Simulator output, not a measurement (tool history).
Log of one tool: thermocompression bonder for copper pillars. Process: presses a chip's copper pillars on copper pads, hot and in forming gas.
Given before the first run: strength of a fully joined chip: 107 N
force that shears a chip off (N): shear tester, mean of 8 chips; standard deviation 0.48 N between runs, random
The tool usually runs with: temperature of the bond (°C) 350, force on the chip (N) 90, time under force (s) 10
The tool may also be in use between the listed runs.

run,hour,temperature of the bond (°C),force on the chip (N),time under force (s),force that shears a chip off (N)
1,0,350,90,10,76.5
2,8.4,350,90,10,77.5
3,13.5,350,90,10,77.7
4,20.3,350,129,10,88.3
5,28.8,350,90,13,81.3
6,38,350,90,13,81.9
7,46.3,350,90,13,80.7
8,56,350,122,13,90.2
9,64.3,350,90,10,77.1
10,71.5,350,90,10,76.3
11,79.4,350,90,8,72.2
12,84.1,350,90,8,72.1
13,88.8,350,90,10,76.2
# hour 91.7: heater calibrated with a thermocouple chip
14,99.9,350,90,10,75.4
15,107.2,350,90,10,76.6
16,117.6,350,90,10,76.3
# hour 121.3: heater calibrated with a thermocouple chip, once more
17,124.3,350,90,10,75.9
18,134.6,350,90,10,76.1
19,142.5,341,56,6,46.2
20,149.8,355,107,10,83
21,158,368,90,5,70.1
22,163.5,327,129,16,86.6
23,169.6,366,89,6,72.6
24,177,366,89,6,71.8
25,185.4,350,90,10,75.9

Run 26, settings as shown, results not yet in. Your forecast:
26,195.3,350,90,10,?

force that shears a chip off (N): 76.2
Minus the tool's unlogged condition, the same run would have read force that shears a chip off (N) 80.2.
